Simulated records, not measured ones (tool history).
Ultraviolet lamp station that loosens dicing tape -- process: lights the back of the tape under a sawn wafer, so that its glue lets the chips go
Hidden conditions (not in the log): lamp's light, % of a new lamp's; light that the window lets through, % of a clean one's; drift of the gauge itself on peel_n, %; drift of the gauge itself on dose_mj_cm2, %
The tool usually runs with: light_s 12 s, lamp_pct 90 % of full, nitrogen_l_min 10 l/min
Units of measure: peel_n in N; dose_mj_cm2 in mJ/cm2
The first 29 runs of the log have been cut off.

run    hour  light_s  lamp_pct  nitrogen_l_min  hours of work of the lamp  hours of work since the window was cleaned  peel_n  dose_mj_cm2
     1263.6  -- window cleaned of glue's vapour
 30  1294.0        9        72               3                        474                                          16   2.193          262
 31  1325.1        9        72               3                        491                                          32   2.239          265
 32  1364.4       12        72              14                        511                                          53   0.638          354
 33  1419.4       12        72              14                        540                                          82   0.613          353
 34  1457.1       12        95              10                        560                                         102   0.422          463
 35  1489.6       12        95              10                        577                                         119   0.417          463
 36  1545.7       12        95               6                        606                                         148   0.613          464
 37  1594.4        8        91               9                        632                                         174   1.087          295
 38  1648.1        8        91               9                        660                                         202   1.123          298
 39  1681.8        8        91               9                        678                                         220   1.122          295
 40  1707.9        8        91               9                        692                                         233   1.111          299
     1736.9  -- window cleaned of glue's vapour
 41  1736.9       10        91               5                        707                                           0   1.038          369
 42  1782.5       10        91              10                        730                                          24   0.673          369
 43  1824.8       13        85              10                        753                                          46   0.442          451

What if the next run were any one of these 3? Each begins from the tool's condition after run 43:
  A  1872.7        9        65              10                        778                                          71       ?            ?
  B  1872.7       20        82               4                        778                                          71       ?            ?
  C  1872.7       12        88              10                        778                                          71       ?            ?

run  peel_n  dose_mj_cm2
  A   1.452          238
  B   0.386          665
  C   0.495          427
With no hidden state in the tool, these same runs would have given:
run  peel_n  dose_mj_cm2
  A   1.448          238
  B   0.384          666
  C   0.493          428
